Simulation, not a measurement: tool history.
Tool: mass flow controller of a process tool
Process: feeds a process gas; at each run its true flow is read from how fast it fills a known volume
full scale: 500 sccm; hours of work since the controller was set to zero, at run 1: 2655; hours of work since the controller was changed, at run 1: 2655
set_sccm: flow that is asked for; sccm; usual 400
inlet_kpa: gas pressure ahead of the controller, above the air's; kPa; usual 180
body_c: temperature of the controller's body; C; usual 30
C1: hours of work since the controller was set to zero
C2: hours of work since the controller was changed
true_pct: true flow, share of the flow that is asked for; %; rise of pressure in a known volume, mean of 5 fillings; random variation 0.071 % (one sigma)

Run 1, hour 0.0: usual settings; C1 2655; C2 2655. Result: true_pct 99.92 %.
Run 2, hour 209.3: usual settings; C1 2794; C2 2794. Result: true_pct 100.04 %.
Run 3, hour 484.4: usual settings; C1 2976; C2 2976. Result: true_pct 100.09 %.
Run 4, hour 704.1: usual settings; C1 3122; C2 3122. Result: true_pct 100.20 %.
Run 5, hour 1167.1: usual settings; C1 3429; C2 3429. Result: true_pct 100.17 %.
Run 6, hour 1532.9: usual settings; C1 3672; C2 3672. Result: true_pct 100.15 %.
Run 7, hour 2011.3: usual settings; C1 3989; C2 3989. Result: true_pct 100.40 %.
Run 8, hour 2350.0: usual settings; C1 4213; C2 4213. Result: true_pct 100.51 %.
Run 9, hour 2711.0: usual settings but set_sccm 468 sccm; C1 4453; C2 4453. Result: true_pct 100.80 %.
Run 10, hour 2995.1: usual settings but set_sccm 468 sccm; C1 4641; C2 4641. Result: true_pct 100.88 %.
Run 11, hour 3503.5: usual settings but set_sccm 468 sccm; C1 4978; C2 4978. Result: true_pct 100.86 %.
Run 12, hour 3999.9: usual settings but inlet_kpa 152 kPa; C1 5307; C2 5307. Result: true_pct 100.83 %.
Run 13, hour 4217.7: usual settings but inlet_kpa 152 kPa; C1 5452; C2 5452. Result: true_pct 100.89 %.
Run 14, hour 4517.1: usual settings; C1 5650; C2 5650. Result: true_pct 100.71 %.
Run 15, hour 4920.6: usual settings; C1 5918; C2 5918. Result: true_pct 100.81 %.
Run 16, hour 5260.6: usual settings; C1 6143; C2 6143. Result: true_pct 100.94 %.
Run 17, hour 5737.7: usual settings; C1 6460; C2 6460. Result: true_pct 101.09 %.
At hour 5900.5: controller exchanged for a calibrated one.
Run 18, hour 6258.8: usual settings but set_sccm 146 sccm; C1 238; C2 238. Result: true_pct 98.51 %.
Run 19, hour 6620.9: usual settings but set_sccm 249 sccm; C1 478; C2 478. Result: true_pct 98.88 %.
Run 20, hour 7135.9: usual settings but set_sccm 249 sccm; C1 819; C2 819. Result: true_pct 98.93 %.
Run 21, hour 7651.6: usual settings but set_sccm 249 sccm; C1 1161; C2 1161. Result: true_pct 98.95 %.
Run 22, hour 8132.5: usual settings but set_sccm 249 sccm; C1 1480; C2 1480. Result: true_pct 98.99 %.
Run 23, hour 8416.1: usual settings but set_sccm 249 sccm; C1 1668; C2 1668. Result: true_pct 99.12 %.
Run 24, hour 8710.1: usual settings; C1 1863; C2 1863. Result: true_pct 99.68 %.
Run 25, hour 9190.1: usual settings; C1 2181; C2 2181. Result: true_pct 99.91 %.
Run 26, hour 9607.4: usual settings but inlet_kpa 208 kPa, body_c 20 C; C1 2458; C2 2458. Result: true_pct 100.29 %.
Run 27, hour 10055.9: usual settings but set_sccm 151 sccm, inlet_kpa 217 kPa; C1 2755; C2 2755. Result: true_pct 98.41 %.
Run 28, hour 10395.1: usual settings but inlet_kpa 257 kPa; C1 2980; C2 2980. Result: true_pct 99.20 %.
Run 29, hour 10695.3: usual settings but inlet_kpa 257 kPa; C1 3179; C2 3179. Result: true_pct 99.46 %.
At hour 10743.1: controller's zero set anew.
Run 30, hour 11179.7: usual settings but set_sccm 312 sccm, inlet_kpa 257 kPa, body_c 26 C; C1 289; C2 3500. Result: true_pct 99.09 %.
Run 31, hour 11502.3: usual settings but set_sccm 313 sccm, inlet_kpa 257 kPa, body_c 26 C; C1 503; C2 3714. Result: true_pct 99.07 %.
Run 32, hour 11880.0: usual settings but set_sccm 151 sccm, inlet_kpa 204 kPa; C1 754; C2 3964. Result: true_pct 98.03 %.

Run 33 comes next. What will it give?
At hour 12070.2: controller's zero set anew, once more.
Run 33, hour 12310.7: usual settings but inlet_kpa 161 kPa, body_c 28 C; C1 159; C2 4250. Result: true_pct ?.

Run 33 gave true_pct 100.77 %.
Without the tool's hidden state the same run would have given true_pct 99.65 %.
